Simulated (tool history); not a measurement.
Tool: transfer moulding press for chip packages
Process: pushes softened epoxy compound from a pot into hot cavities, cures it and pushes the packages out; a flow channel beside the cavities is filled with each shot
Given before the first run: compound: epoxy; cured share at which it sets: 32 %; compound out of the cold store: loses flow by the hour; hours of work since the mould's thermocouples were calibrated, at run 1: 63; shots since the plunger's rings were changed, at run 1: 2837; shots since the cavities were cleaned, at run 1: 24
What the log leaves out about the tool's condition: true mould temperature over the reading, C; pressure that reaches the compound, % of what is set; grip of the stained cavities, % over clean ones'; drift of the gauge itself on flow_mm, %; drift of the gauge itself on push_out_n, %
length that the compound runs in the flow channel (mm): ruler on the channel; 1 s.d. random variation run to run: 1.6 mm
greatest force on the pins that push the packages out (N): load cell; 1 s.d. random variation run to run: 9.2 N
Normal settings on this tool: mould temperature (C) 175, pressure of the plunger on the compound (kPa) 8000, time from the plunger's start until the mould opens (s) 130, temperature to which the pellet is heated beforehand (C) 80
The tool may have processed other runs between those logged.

run,hour,mould temperature (C),pressure of the plunger on the compound (kPa),time from the plunger's start until the mould opens (s),temperature to which the pellet is heated beforehand (C),hours of work since the mould's thermocouples were calibrated,shots since the plunger's rings were changed,shots since the cavities were cleaned,incoming compound's hours out of the cold store,length that the compound runs in the flow channel (mm),greatest force on the pins that push the packages out (N)
1,0,175,8000,130,80,63,2837,24,19.6,924,452
2,10.8,175,8000,130,80,68,2919,106,41.4,834,485
3,18.9,175,8000,130,84,72,2981,168,41.7,832,491
# hour 24.7: plunger's sealing rings changed
4,29.3,175,8000,130,84,76,35,228,41.8,857,534
5,36.3,175,8000,130,80,79,88,281,26.8,917,578
6,42.8,175,8000,130,85,83,137,330,21.3,944,579
7,50.4,175,8000,130,85,86,195,388,8.1,1006,612
8,58.5,175,8000,130,80,90,257,450,43.7,852,614
9,69.3,175,8000,130,80,96,339,532,37.9,871,609
# hour 72.3: mould's thermocouples calibrated
10,81.2,175,8000,130,80,4,414,607,27.5,914,646
11,91.9,175,8000,130,80,10,495,688,24.7,926,637
12,97.5,175,8000,130,80,12,537,730,30,902,629
13,103.8,175,8000,130,80,15,585,778,32.6,889,629
14,114.9,175,8000,130,80,21,669,862,8.3,999,657
# hour 121.1: cavities cleaned with cleaning compound and waxed
15,125.8,175,8000,161,73,25,741,36,18.1,952,381
# hour 135: mould's thermocouples calibrated, once more
16,136.9,175,7190,130,84,1,810,105,28.4,857,479
17,142,175,7330,130,80,3,849,144,38.2,826,501
18,151.2,177,8000,125,80,8,918,213,26.9,904,521
19,158.8,177,8000,125,80,12,976,271,19.7,936,543
20,167.5,177,8000,125,80,16,1042,337,14.3,957,558
21,176.2,171,9810,125,84,20,1108,403,40.2,957,702
22,181.8,183,7980,125,84,23,1151,446,23.4,901,536
23,192,183,7980,125,84,28,1228,523,26.5,888,532
24,198.7,183,7980,125,84,31,1279,574,46.5,808,564
25,208.6,183,7980,125,84,36,1355,650,27.5,881,565
26,214.2,171,9950,125,78,38,1396,691,21,1054,787
27,219.6,171,9950,125,78,41,1437,732,24.7,1035,770
28,228.3,171,9950,125,78,45,1504,799,45.7,935,761

Each row is a separate what-if for the run after 28, all from the same tool condition, not one after another. Results?
A,235.5,174,8000,124,80,49,1558,853,27,?,?
B,235.5,181,6810,148,78,49,1558,853,45.1,?,?
C,235.5,173,9950,125,70,49,1558,853,44,?,?
D,235.5,171,6770,125,73,49,1558,853,45.4,?,?
E,235.5,175,8000,170,80,49,1558,853,40.6,?,?

run,length that the compound runs in the flow channel (mm),greatest force on the pins that push the packages out (N)
A,907,694
B,753,546
C,936,671
D,774,774
E,847,551
Without the tool's unlogged condition, the same runs would have read:
run,length that the compound runs in the flow channel (mm),greatest force on the pins that push the packages out (N)
A,922,455
B,765,355
C,952,433
D,787,508
E,861,358
